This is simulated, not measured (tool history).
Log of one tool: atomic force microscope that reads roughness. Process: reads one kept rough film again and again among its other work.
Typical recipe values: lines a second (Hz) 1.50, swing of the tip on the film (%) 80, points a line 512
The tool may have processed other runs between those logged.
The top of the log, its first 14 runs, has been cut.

run	hour	lines a second (Hz)	swing of the tip on the film (%)	points a line	pictures with this tip	hours of work since the height scale was calibrated	roughness of the kept film (nm (root mean square))
15	644.8	1.50	80	512	86	1239	1.719
16	678.4	1.50	80	512	146	1257	1.691
# hour 739.7: new tip fitted
17	740.2	1.50	80	512	1	1291	1.754
18	806.4	1.50	80	512	119	1327	1.715
19	864.8	1.50	80	512	223	1359	1.645
# hour 883.5: new tip fitted
20	927.2	1.50	80	512	78	1392	1.709
21	986.9	1.50	80	512	184	1425	1.677
# hour 1023.7: new tip fitted
22	1049.1	1.50	80	512	45	1459	1.740
23	1079.1	1.50	80	512	99	1475	1.715
24	1141.8	1.50	80	512	210	1509	1.661
# hour 1167.0: new tip fitted
25	1195.4	1.50	80	512	51	1538	1.749
26	1250.9	1.50	80	711	149	1568	1.700

Expected results for the next run?
27	1283.9	0.92	76	383	208	1586	?

Run 27 gave roughness of the kept film (nm (root mean square)) 1.700.
If the tool had no hidden condition, the same run with the same run-to-run variation would have returned roughness of the kept film (nm (root mean square)) 1.771.
